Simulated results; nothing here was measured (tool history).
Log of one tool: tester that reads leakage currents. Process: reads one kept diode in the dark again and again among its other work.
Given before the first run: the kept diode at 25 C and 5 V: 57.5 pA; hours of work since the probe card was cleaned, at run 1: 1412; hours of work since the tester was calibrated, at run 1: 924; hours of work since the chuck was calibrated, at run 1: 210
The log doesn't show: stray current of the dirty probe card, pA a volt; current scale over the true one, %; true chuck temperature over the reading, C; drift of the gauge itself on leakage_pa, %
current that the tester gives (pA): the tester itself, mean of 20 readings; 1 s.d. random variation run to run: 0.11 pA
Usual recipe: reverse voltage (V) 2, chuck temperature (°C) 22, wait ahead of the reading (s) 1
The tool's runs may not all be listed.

run	hour	reverse voltage (V)	chuck temperature (°C)	wait ahead of the reading (s)	hours of work since the probe card was cleaned	hours of work since the tester was calibrated	hours of work since the chuck was calibrated	current that the tester gives (pA)
1	0	2	22	1	1412	924	210	32.66
2	43.5	2	22	1	1435	947	232	32.32
3	130.6	2	22	1.16	1480	992	277	32.47
4	205.1	2	22	1.16	1519	1031	316	32.68
5	272.9	2	22	1	1554	1066	351	32.85
6	357.6	2.11	22	1	1598	1110	395	33.57
7	393.3	2.11	22	1	1616	1129	414	33.92
8	455.4	2	22	8.52	1649	1161	446	32.64
9	527.5	2	22	1	1686	1198	484	33.18
10	601.2	2	22	1	1724	1237	522	33.32
11	671.9	2	22	1	1761	1273	559	33.25
12	710.5	2	22	1	1781	1293	579	33.54
13	775.5	2	22	1	1815	1327	613	33.83
14	859.9	10.11	22	1	1859	1371	657	71.15
# hour 867.8: chuck's temperature calibrated
15	906.1	10.11	22	1	1882	1394	20	72.9
16	961.7	2	22	3.21	1911	1423	49	34.16
17	1027	2	22	0.59	1945	1457	83	34.92
# hour 1084.3: chuck's temperature calibrated, once more
18	1086	2	22	0.59	1974	1487	1	33.18
19	1123.4	2	22	0.59	1994	1506	20	33.39
20	1182.1	2	22	0.59	2024	1537	51	33.17
21	1257.2	2	23	1	2063	1576	90	35.64
22	1325.1	2	20	1	2099	1611	125	28.34
23	1402.4	10.75	26	0.64	2139	1651	165	98.9
24	1477.8	10.75	26	0.64	2178	1690	205	98.91
25	1527.3	10.75	26	0.64	2204	1716	230	99.27
26	1581.5	4.86	22	6.88	2232	1744	258	49.28
27	1648.7	2.08	22	0.59	2267	1779	293	34.51
28	1688.8	2	22	4.05	2288	1800	314	33.49
29	1776.6	2	22	2.06	2333	1846	360	33.67
30	1821.7	16.82	52	1.05	2357	1869	383	746.88
31	1857.1	2.75	47	6.3	2375	1887	402	245.83
32	1944.8	1.58	41	4.55	2421	1933	447	128.88
33	2015.1	17.34	41	4.55	2457	1970	484	360.3
34	2077.5	17.34	41	4.58	2490	2002	516	358.43
35	2134.1	2	22	0.61	2519	2031	546	34.77
36	2212.4	1.76	37	1.34	2560	2072	586	101.25
37	2288.2	1.68	22	1.15	2599	2112	626	32.09
38	2355.7	2.62	26	2.27	2634	2147	661	53.04
39	2443.2	2.62	26	2.27	2680	2192	706	52.75

3 options for the next run, each taken on its own from the tool as it stands now. Forecast them:
A	2502.1	4.64	22	1.27	2711	2223	737	?
B	2502.1	2	22	1.77	2711	2223	737	?
C	2502.1	1.97	22	1	2711	2223	737	?

run	current that the tester gives (pA)
A	50.9
B	34.82
C	34.77
Had the tool no hidden state, the same runs would have come out as:
run	current that the tester gives (pA)
A	44.21
B	31.1
C	31.1
